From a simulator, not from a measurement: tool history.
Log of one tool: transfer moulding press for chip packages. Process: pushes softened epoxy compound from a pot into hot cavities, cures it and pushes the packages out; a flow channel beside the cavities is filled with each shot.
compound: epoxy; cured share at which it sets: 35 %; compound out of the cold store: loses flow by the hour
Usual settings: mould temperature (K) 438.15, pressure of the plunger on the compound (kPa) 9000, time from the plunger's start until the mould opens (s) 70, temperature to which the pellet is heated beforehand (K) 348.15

| run | hour | mould temperature (K) | pressure of the plunger on the compound (kPa) | time from the plunger's start until the mould opens (s) | temperature to which the pellet is heated beforehand (K) | incoming compound's hours out of the cold store | length that the compound runs in the flow channel (mm) | greatest force on the pins that push the packages out (N) |
|---|---|---|---|---|---|---|---|---|
| 1 | 0 | 438.15 | 9000 | 70 | 348.15 | 23.9 | 536 | 496 |
|  | 3.1 | cavities cleaned with cleaning compound and waxed |
| 2 | 16.7 | 438.15 | 9000 | 70 | 348.15 | 30.2 | 524 | 478 |
| 3 | 27.4 | 438.15 | 9000 | 70 | 348.15 | 8.7 | 575 | 494 |
| 4 | 41.2 | 438.15 | 9000 | 70 | 348.15 | 30.8 | 521 | 489 |
| 5 | 58.5 | 438.15 | 9000 | 70 | 348.15 | 32.2 | 524 | 506 |
| 6 | 74.2 | 438.15 | 9000 | 70 | 348.15 | 27.8 | 533 | 498 |
|  | 90.1 | cavities cleaned with cleaning compound and waxed |
| 7 | 90.2 | 438.15 | 9000 | 70 | 348.15 | 12.6 | 565 | 504 |
| 8 | 106 | 438.15 | 9000 | 70 | 339.15 | 13.8 | 557 | 497 |
| 9 | 117.1 | 438.15 | 9000 | 70 | 339.15 | 12.6 | 558 | 506 |
| 10 | 134.5 | 438.15 | 9000 | 70 | 339.15 | 11.5 | 564 | 516 |
| 11 | 145.7 | 438.15 | 9000 | 70 | 348.15 | 15.2 | 560 | 517 |
| 12 | 163.6 | 438.15 | 9000 | 70 | 348.15 | 19 | 547 | 487 |
|  | 175.9 | cavities cleaned with cleaning compound and waxed |
| 13 | 177.9 | 438.15 | 9000 | 70 | 346.15 | 10.2 | 567 | 518 |
| 14 | 194.7 | 444.15 | 10390 | 72 | 343.15 | 26 | 567 | 418 |

Run 15 comes next. What will it give?
| 15 | 211.2 | 438.15 | 6970 | 70 | 348.15 | 13.7 | ? | ? |

Run 15 gave length that the compound runs in the flow channel (mm) 493, greatest force on the pins that push the packages out (N) 507.
Without the tool's hidden state the same run would have given length that the compound runs in the flow channel (mm) 493, greatest force on the pins that push the packages out (N) 503.
